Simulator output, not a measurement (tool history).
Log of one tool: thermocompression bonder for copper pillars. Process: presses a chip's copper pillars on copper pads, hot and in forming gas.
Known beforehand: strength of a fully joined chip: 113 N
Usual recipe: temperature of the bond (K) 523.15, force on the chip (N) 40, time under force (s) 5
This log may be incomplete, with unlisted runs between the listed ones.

| run | hour | temperature of the bond (K) | force on the chip (N) | time under force (s) | force that shears a chip off (N) |
|---|---|---|---|---|---|
| 1 | 0 | 523.15 | 40 | 5 | 51.9 |
| 2 | 34.3 | 523.15 | 40 | 5 | 52.1 |
| 3 | 52.5 | 523.15 | 55 | 5 | 57.6 |
| 4 | 74.5 | 523.15 | 55 | 5 | 58.3 |
| 5 | 106 | 523.15 | 40 | 7 | 56.9 |
| 6 | 136.7 | 523.15 | 40 | 5 | 50.7 |
| 7 | 168.6 | 508.15 | 40 | 5 | 38 |
| 8 | 185.6 | 531.15 | 40 | 5 | 58.3 |
| 9 | 212 | 523.15 | 53 | 10 | 70 |
| 10 | 247 | 500.15 | 40 | 5 | 31.4 |
| 11 | 282.5 | 500.15 | 40 | 5 | 32.3 |
| 12 | 317.6 | 500.15 | 40 | 5 | 30.6 |

Forecast each of these 5 alternatives for the next run:
| A | 343.4 | 500.15 | 51 | 5 | ? |
| B | 343.4 | 549.15 | 40 | 5 | ? |
| C | 343.4 | 500.15 | 34 | 5 | ? |
| D | 343.4 | 500.15 | 37 | 5 | ? |
| E | 343.4 | 523.15 | 44 | 5 | ? |

| run | force that shears a chip off (N) |
|---|---|
| A | 35.3 |
| B | 71.5 |
| C | 28.7 |
| D | 29.8 |
| E | 50.8 |
With the hidden condition removed and each run's random variation left untouched, the same runs would have given:
| run | force that shears a chip off (N) |
|---|---|
| A | 38.4 |
| B | 76.8 |
| C | 31.2 |
| D | 32.4 |
| E | 54.8 |

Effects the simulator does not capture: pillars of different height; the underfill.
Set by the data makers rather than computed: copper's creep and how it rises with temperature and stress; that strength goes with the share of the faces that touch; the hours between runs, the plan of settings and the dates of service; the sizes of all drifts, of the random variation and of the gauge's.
